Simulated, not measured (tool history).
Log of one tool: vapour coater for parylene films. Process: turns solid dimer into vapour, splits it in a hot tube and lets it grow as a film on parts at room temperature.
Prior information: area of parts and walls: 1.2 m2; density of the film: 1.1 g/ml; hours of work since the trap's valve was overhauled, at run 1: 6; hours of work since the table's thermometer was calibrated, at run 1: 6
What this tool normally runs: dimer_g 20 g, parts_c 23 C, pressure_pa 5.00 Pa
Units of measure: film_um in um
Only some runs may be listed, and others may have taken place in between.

run,hour,dimer_g,parts_c,pressure_pa,hours of work since the trap's valve was overhauled,hours of work since the table's thermometer was calibrated,film_um
1,0.0,20,23,5.00,6,6,7.03
2,26.9,20,23,5.00,20,20,6.93
3,51.8,20,23,5.00,34,34,7.15
4,83.8,20,23,5.00,51,51,6.91
5,128.0,20,23,5.00,75,75,6.89
6,155.8,20,23,5.00,90,90,6.86
7,202.3,20,23,5.00,115,115,6.83
8,232.7,13,23,5.00,132,132,4.46
9,262.0,13,23,5.00,148,148,4.47
10,288.2,20,23,5.00,162,162,6.71
11,334.0,20,23,5.00,187,187,6.64
12,382.5,20,23,5.00,213,213,6.60
13,410.4,20,23,5.00,228,228,6.56
14,458.4,20,23,5.00,254,254,6.49
15,480.2,20,23,5.00,266,266,6.44
16,512.8,20,23,5.00,283,283,6.42
17,551.8,20,23,5.00,304,304,6.34
18,591.1,20,23,5.00,326,326,6.33
19,625.0,20,23,5.00,344,344,6.23
# hour 644.0: trap's valve overhauled
20,677.5,20,23,5.00,18,370,7.01
21,724.4,20,23,5.00,44,396,7.04
22,753.4,20,23,5.00,59,411,7.15
23,781.9,20,23,5.00,75,427,6.97
24,822.6,20,23,5.00,97,449,6.97
25,860.1,15,25,3.19,117,469,5.29
26,886.9,31,23,4.11,131,484,10.94
27,924.2,31,23,3.24,152,504,11.31
28,977.5,19,19,5.57,180,533,7.05
29,1003.9,32,22,9.36,195,547,9.95
30,1031.1,23,29,9.77,209,562,5.93
31,1067.0,20,23,11.23,229,581,5.83
32,1092.9,20,19,9.86,243,595,6.59
33,1133.9,20,19,9.86,265,617,6.42
34,1163.4,20,19,9.86,281,633,6.48
35,1203.0,20,19,9.86,303,655,6.53
36,1245.0,13,19,3.44,325,677,4.92
# hour 1295.1: trap's valve overhauled
37,1295.1,13,19,3.44,0,702,5.54
38,1339.6,20,24,4.02,24,726,7.22
39,1371.3,20,24,4.02,41,744,7.12
40,1405.3,20,24,4.02,60,762,7.04
41,1432.8,25,20,2.60,75,777,10.59
42,1473.8,25,23,5.72,97,799,8.55
43,1503.9,25,23,5.72,113,815,8.60
44,1526.0,25,23,5.72,125,827,8.51
45,1569.0,25,23,5.72,148,851,8.38
46,1591.9,34,21,5.72,161,863,11.95
47,1622.1,36,23,6.89,177,879,11.57

Forecast each of these 4 alternatives for the next run:
A,1656.7,20,23,3.49,196,898,?
B,1656.7,20,22,5.00,196,898,?
C,1656.7,31,27,3.10,196,898,?
D,1656.7,23,23,2.90,196,898,?

run,film_um
A,7.10
B,6.91
C,10.06
D,8.48
The same runs, with their run-to-run variation unchanged, on a tool lacking any hidden condition would have given:
run,film_um
A,7.51
B,7.31
C,10.65
D,8.97
